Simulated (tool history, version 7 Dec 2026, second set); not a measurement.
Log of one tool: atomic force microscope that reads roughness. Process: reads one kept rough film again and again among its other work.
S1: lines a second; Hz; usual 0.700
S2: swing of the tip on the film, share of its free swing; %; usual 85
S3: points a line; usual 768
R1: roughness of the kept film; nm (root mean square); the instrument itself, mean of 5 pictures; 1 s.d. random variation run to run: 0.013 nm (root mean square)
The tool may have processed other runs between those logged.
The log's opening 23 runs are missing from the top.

run	hour	S1	S2	S3	R1
24	318.3	0.700	83	768	2.806
25	331.1	0.700	59	768	2.845
26	339.5	0.700	68	768	2.782
27	356.3	0.700	68	768	2.727
28	365.5	3.216	64	858	2.604
29	384.4	2.370	61	322	2.522
30	395.1	2.370	56	322	2.536
31	402.8	2.086	75	322	2.430
32	418.7	2.086	75	322	2.376
33	434.9	0.654	60	601	2.476

What does the tool deliver on the next run?
# hour 444.8: new tip fitted
34	454.0	0.654	60	601	?

R1: 3.190 nm (root mean square)
With no hidden state in the tool, this same run would have given R1 3.242 nm (root mean square).
